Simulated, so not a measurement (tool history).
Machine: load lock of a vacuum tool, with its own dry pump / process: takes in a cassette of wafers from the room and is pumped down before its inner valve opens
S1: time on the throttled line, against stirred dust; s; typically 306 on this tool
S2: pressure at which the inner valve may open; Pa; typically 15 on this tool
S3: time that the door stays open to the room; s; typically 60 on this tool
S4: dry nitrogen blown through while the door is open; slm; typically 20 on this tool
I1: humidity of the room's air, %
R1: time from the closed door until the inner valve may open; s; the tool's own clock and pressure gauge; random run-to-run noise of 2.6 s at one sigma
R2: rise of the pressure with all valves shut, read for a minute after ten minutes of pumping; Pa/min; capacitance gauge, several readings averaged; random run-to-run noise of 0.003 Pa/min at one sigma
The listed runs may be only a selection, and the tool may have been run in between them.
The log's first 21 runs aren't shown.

Run 22, day 118.292: usual settings but S1 479 s, S2 11 Pa, S3 52 s, S4 8 slm; I1 45.9. Result: R1 605.3 s, R2 0.354 Pa/min.
Run 23, day 123.150: usual settings but S1 289 s, S2 17 Pa, S4 17 slm; I1 44.0. Result: R1 429.0 s, R2 0.341 Pa/min.
Run 24, day 128.617: usual settings but S1 289 s, S2 17 Pa, S4 17 slm; I1 45.0. Result: R1 435.8 s, R2 0.351 Pa/min.
Run 25, day 132.225: usual settings but S1 203 s, S3 139 s; I1 41.9. Result: R1 361.4 s, R2 0.350 Pa/min.
Run 26, day 135.867: usual settings but S1 203 s, S3 139 s; I1 42.4. Result: R1 361.0 s, R2 0.355 Pa/min.
Run 27, day 139.200: usual settings but S3 35 s; I1 47.8. Result: R1 445.9 s, R2 0.350 Pa/min.
Run 28, day 144.092: usual settings but S1 445 s, S3 50 s, S4 10 slm; I1 43.6. Result: R1 572.7 s, R2 0.361 Pa/min.
Run 29, day 148.858: usual settings but S1 365 s, S3 98 s; I1 43.2. Result: R1 500.9 s, R2 0.359 Pa/min.
Run 30, day 154.825: usual settings but S2 13 Pa; I1 44.5. Result: R1 451.2 s, R2 0.354 Pa/min.
Run 31, day 159.054: usual settings but S1 222 s, S3 80 s, S4 5 slm; I1 43.5. Result: R1 380.5 s, R2 0.386 Pa/min.
Run 32, day 164.208: usual settings but S1 311 s, S2 14 Pa, S3 80 s, S4 5 slm; I1 45.6. Result: R1 455.2 s, R2 0.391 Pa/min.
Run 33, day 168.125: usual settings but S1 311 s, S2 14 Pa, S3 80 s, S4 5 slm; I1 45.5. Result: R1 462.7 s, R2 0.393 Pa/min.
Run 34, day 174.883: usual settings but S1 453 s, S2 23 Pa, S3 82 s, S4 21 slm; I1 39.6. Result: R1 565.7 s, R2 0.379 Pa/min.
Run 35, day 179.058: usual settings but S1 453 s, S2 23 Pa, S3 82 s, S4 21 slm; I1 44.1. Result: R1 563.0 s, R2 0.369 Pa/min.
Run 36, day 185.079: usual settings but S1 453 s, S2 23 Pa, S3 82 s, S4 21 slm; I1 44.1. Result: R1 563.7 s, R2 0.380 Pa/min.
Run 37, day 191.038: usual settings but S1 453 s, S2 23 Pa, S3 82 s, S4 21 slm; I1 44.6. Result: R1 564.5 s, R2 0.390 Pa/min.
Run 38, day 194.996: usual settings but S1 453 s, S2 23 Pa, S3 82 s, S4 21 slm; I1 44.6. Result: R1 563.6 s, R2 0.386 Pa/min.

Predict each of these 3 candidate next runs independently; none follows another, all start after run 38:
Run A, day 200.867: usual settings but S1 165 s, S3 92 s, S4 24 slm; I1 43.6. Result: R1 ?, R2 ?.
Run B, day 200.867: usual settings but S1 453 s, S2 23 Pa, S3 104 s, S4 21 slm; I1 45.3. Result: R1 ?, R2 ?.
Run C, day 200.867: usual settings but S1 281 s, S2 23 Pa, S3 36 s, S4 8 slm; I1 43.5. Result: R1 ?, R2 ?.

run     R1     R2
  A  332.0  0.395
  B  571.6  0.400
  C  424.9  0.398
Take away the tool's hidden state, keep each run's random variation, and the runs would have read:
run     R1     R2
  A  315.1  0.018
  B  559.9  0.021
  C  410.1  0.014

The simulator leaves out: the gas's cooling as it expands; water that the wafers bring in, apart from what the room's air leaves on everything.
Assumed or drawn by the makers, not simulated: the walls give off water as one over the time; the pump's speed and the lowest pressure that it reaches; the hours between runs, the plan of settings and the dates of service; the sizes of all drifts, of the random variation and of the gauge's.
